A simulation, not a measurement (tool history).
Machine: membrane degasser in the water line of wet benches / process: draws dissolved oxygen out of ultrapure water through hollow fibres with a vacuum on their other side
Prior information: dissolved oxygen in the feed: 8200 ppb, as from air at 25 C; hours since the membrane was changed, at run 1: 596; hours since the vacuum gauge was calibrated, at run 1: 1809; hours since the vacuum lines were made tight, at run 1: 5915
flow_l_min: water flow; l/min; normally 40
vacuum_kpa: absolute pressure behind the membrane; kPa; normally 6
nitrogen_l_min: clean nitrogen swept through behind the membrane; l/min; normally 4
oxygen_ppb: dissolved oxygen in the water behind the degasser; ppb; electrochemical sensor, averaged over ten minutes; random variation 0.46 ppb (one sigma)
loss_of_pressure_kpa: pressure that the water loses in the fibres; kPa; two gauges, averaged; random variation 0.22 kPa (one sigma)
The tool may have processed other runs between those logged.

run    hour  flow_l_min  vacuum_kpa  nitrogen_l_min  hours since the membrane was changed  hours since the vacuum gauge was calibrated  hours since the vacuum lines were made tight  oxygen_ppb  loss_of_pressure_kpa
  1       0          40           6               4                                   596                                         1809                                          5915        72.7                  52.7
  2    35.8          40           6               4                                   632                                         1844                                          5951        72.3                  53.1
  3    96.1          40        4.74               4                                   692                                         1905                                          6011        43.1                  52.9
  4   130.5          40        4.74               4                                   727                                         1939                                          6045        42.5                 53.04
  5   167.3          40        4.74               4                                   763                                         1976                                          6082        42.7                 53.04
  6   207.3          40        4.74               4                                   803                                         2016                                          6122        43.5                 53.21
  7   254.6          40        4.74               4                                   851                                         2063                                          6169        43.1                 53.03
  8     306          40        4.74               4                                   902                                         2115                                          6221        42.5                 52.92
  9   364.5          40        4.74               4                                   961                                         2173                                          6279        42.8                 53.14
 10   417.6          40           6            5.19                                  1014                                         2226                                          6332        57.9                 53.24
 11   477.9          40           6               4                                  1074                                         2286                                          6393        72.2                    53
 12   536.4          40       10.86               4                                  1133                                         2345                                          6451       183.1                 53.19
 13   600.8          40           6               4                                  1197                                         2409                                          6516        72.4                 52.53
 14   641.3          40       11.14               4                                  1238                                         2450                                          6556       187.8                 53.12
 15   691.5          55        6.35           10.73                                  1288                                         2500                                          6606        78.1                 72.94
 16   760.7          54           6           11.77                                  1357                                         2569                                          6675        67.1                 71.52
 17   812.7          40           6            2.24                                  1409                                         2621                                          6728       118.3                 53.03
 18     854          40           6            2.24                                  1450                                         2663                                          6769         118                 53.17
 19   891.8          40           6            5.88                                  1488                                         2700                                          6807        52.5                 53.14
 20   926.4          40           6            5.88                                  1523                                         2735                                          6841        51.8                 53.15
 21   984.6          53        5.34            5.35                                  1581                                         2793                                          6899        82.4                 70.11
 22  1021.3          58           6            9.36                                  1617                                         2830                                          6936        91.8                 77.06
 23    1075          58           6            9.36                                  1671                                         2884                                          6990        91.5                 76.57
 24  1117.8          58           6            9.36                                  1714                                         2926                                          7033        90.9                 77.05
 25  1157.7          37        4.77           11.13                                  1754                                         2966                                          7072        16.6                 49.08
 26  1197.6          63           6             4.4                                  1794                                         3006                                          7112       162.5                 83.46

Consider 5 possible next runs. They are alternatives, not a sequence: every one starts from the tool as it was left by run 26. What does each give?
  A  1230.9          40        8.71            9.55                                  1827                                         3040                                          7146           ?                     ?
  B  1230.9          38        5.48               4                                  1827                                         3040                                          7146           ?                     ?
  C  1230.9          34       11.51            1.73                                  1827                                         3040                                          7146           ?                     ?
  D  1230.9          52           6             4.4                                  1827                                         3040                                          7146           ?                     ?
  E  1230.9          40       12.13               4                                  1827                                         3040                                          7146           ?                     ?

run  oxygen_ppb  loss_of_pressure_kpa
  A        62.8                 53.25
  B        55.6                 50.21
  C       355.1                 45.51
  D       105.3                 68.92
  E       215.1                  53.1
The same runs, with their run-to-run variation unchanged, on a tool lacking any hidden condition would have given:
run  oxygen_ppb  loss_of_pressure_kpa
  A        62.8                 53.25
  B        55.6                 50.21
  C         355                  45.5
  D       105.2                 68.92
  E         215                  53.1
